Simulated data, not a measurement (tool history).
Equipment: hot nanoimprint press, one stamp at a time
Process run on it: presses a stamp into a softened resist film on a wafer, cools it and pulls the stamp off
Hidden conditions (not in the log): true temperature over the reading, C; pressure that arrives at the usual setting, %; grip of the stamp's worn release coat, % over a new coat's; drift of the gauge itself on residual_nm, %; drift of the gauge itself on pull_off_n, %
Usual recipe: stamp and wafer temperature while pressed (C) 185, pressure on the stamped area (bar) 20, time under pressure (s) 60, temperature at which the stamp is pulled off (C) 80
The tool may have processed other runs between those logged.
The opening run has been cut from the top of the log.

run	hour	stamp and wafer temperature while pressed (C)	pressure on the stamped area (bar)	time under pressure (s)	temperature at which the stamp is pulled off (C)	hours of work since the thermocouple was calibrated	imprints on the stamp's release coat	hours of work since the press's seals were changed	resist left under the stamp's widest pad (Å)	greatest force while the stamp is pulled off (N)
2	30.9	185	20	60	80	179	43	992	1639	166
3	68.6	185	20	60	80	194	96	1007	1638	164
4	104.4	185	20	60	80	209	146	1022	1637	163
5	143.2	185	20	60	80	225	200	1038	1637	164
6	181.1	185	20	60	74	240	253	1054	1648	188
7	226.8	185	20	60	74	259	317	1073	1648	191
# hour 261.8: press's hydraulic seals changed and the load cell set to zero
8	288.1	185	20	60	74	281	392	11	1610	190
9	318.9	185	20	43	74	294	435	23	1781	190
10	370.5	185	20	43	74	315	507	45	1779	195
11	425.7	185	20	43	74	338	585	67	1789	194
12	468.3	185	20	43	74	355	644	85	1780	198
13	518.1	185	20	43	74	376	714	105	1790	202
14	551.2	185	20	43	74	389	760	119	1792	210
15	590.8	185	20	60	80	406	816	135	1622	183
16	628.1	183	13.6	60	84	421	868	151	2065	166
17	656.2	183	13.6	60	84	433	907	162	2071	174
18	691.2	183	13.6	60	84	447	956	177	2069	163
19	722.8	183	13.6	60	84	460	1000	190	2071	168
# hour 740.1: plate thermocouple calibrated
20	761.7	183	13.6	60	84	9	1051	205	2054	171
21	790.5	189	22.8	65	79	21	1091	216	1328	194
22	819.7	193	20	60	86	33	1132	228	1357	166
23	847.9	193	20	73	86	44	1171	240	1268	163
24	879.2	193	29.1	47	86	57	1215	253	1182	165
25	907.8	193	29.1	47	86	69	1255	265	1181	163

For run 26, what comes out?
26	936.9	193	29.1	74	87	81	1296	277	?	?

resist left under the stamp's widest pad (Å): 1015
greatest force while the stamp is pulled off (N): 166
Had the tool carried no hidden state, the very same run would have given resist left under the stamp's widest pad (Å) 1001, greatest force while the stamp is pulled off (N) 140.
